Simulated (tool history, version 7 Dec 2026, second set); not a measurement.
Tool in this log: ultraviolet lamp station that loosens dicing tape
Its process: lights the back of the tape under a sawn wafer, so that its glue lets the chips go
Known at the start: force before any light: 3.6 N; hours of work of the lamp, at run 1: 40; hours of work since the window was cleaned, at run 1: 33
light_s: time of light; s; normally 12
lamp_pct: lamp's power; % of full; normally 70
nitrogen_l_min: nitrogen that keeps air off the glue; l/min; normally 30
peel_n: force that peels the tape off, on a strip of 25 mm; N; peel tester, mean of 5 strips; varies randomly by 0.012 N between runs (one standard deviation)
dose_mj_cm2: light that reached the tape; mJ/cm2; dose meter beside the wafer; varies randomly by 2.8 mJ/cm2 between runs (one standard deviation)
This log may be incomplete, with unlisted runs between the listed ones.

run	hour	light_s	lamp_pct	nitrogen_l_min	hours of work of the lamp	hours of work since the window was cleaned	peel_n	dose_mj_cm2
1	0	12	70	30	40	33	0.528	368
2	16.1	12	70	30	49	41	0.554	361
3	29.4	12	70	30	55	48	0.566	359
4	55	12	70	30	68	61	0.576	358
5	81.1	12	70	30	82	74	0.55	353
6	96.4	12	91	30	89	82	0.404	461
7	111.1	12	91	30	97	89	0.427	453
8	128.1	11	91	30	106	98	0.455	416
9	143.5	11	91	30	113	106	0.453	413
10	163.6	23	91	15	124	116	0.274	850
11	177.3	11	61	20	131	123	0.949	271
12	199.9	11	61	20	142	135	0.94	269
13	217.8	17	60	48	151	144	0.398	415

Below are 5 alternative next runs, each starting from the tool's condition after run 13. Predict each:
A	239.4	12	70	10	162	155	?	?
B	239.4	23	75	53	162	155	?	?
C	239.4	11	98	46	162	155	?	?
D	239.4	20	70	24	162	155	?	?
E	239.4	9	60	22	162	155	?	?

run	peel_n	dose_mj_cm2
A	0.952	332
B	0.245	683
C	0.391	431
D	0.354	557
E	1.151	213
Had the tool no hidden state, the same runs would have come out as:
run	peel_n	dose_mj_cm2
A	0.818	378
B	0.236	775
C	0.34	489
D	0.312	631
E	1.006	241
